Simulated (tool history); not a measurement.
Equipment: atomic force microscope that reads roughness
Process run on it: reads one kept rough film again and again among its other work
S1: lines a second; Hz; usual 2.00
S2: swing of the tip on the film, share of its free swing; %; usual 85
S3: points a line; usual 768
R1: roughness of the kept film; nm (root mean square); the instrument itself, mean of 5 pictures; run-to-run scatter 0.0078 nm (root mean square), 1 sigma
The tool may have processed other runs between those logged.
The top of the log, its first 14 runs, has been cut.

Run 15, hour 152.9: usual settings but S3 737. Result: R1 1.554 nm (root mean square).
Run 16, hour 161.9: usual settings but S3 737. Result: R1 1.569 nm (root mean square).
Run 17, hour 170.6: usual settings. Result: R1 1.561 nm (root mean square).
Run 18, hour 179.9: usual settings. Result: R1 1.545 nm (root mean square).
Run 19, hour 195.7: usual settings. Result: R1 1.546 nm (root mean square).
Run 20, hour 204.7: usual settings. Result: R1 1.544 nm (root mean square).
Run 21, hour 218.7: usual settings but S2 56 %. Result: R1 1.755 nm (root mean square).
Run 22, hour 229.9: usual settings but S2 56 %. Result: R1 1.771 nm (root mean square).
Run 23, hour 244.7: usual settings but S1 3.67 Hz, S2 56 %. Result: R1 1.706 nm (root mean square).
At hour 247.0: height scale calibrated on a step standard.
At hour 256.2: new tip fitted.
Run 24, hour 257.1: usual settings but S1 3.67 Hz, S2 56 %. Result: R1 1.835 nm (root mean square).
Run 25, hour 266.8: usual settings but S1 3.67 Hz, S2 56 %. Result: R1 1.831 nm (root mean square).
Run 26, hour 278.8: usual settings. Result: R1 1.641 nm (root mean square).
Run 27, hour 294.9: usual settings. Result: R1 1.653 nm (root mean square).
Run 28, hour 308.5: usual settings but S1 2.59 Hz, S2 70 %, S3 375. Result: R1 1.752 nm (root mean square).

What will run 29 give?
Run 29, hour 322.3: usual settings but S2 74 %, S3 329. Result: R1 ?.

{"run 29": {"R1": 1.748}}
Minus the tool's unlogged condition, the same run would have read R1 1.789 nm (root mean square).
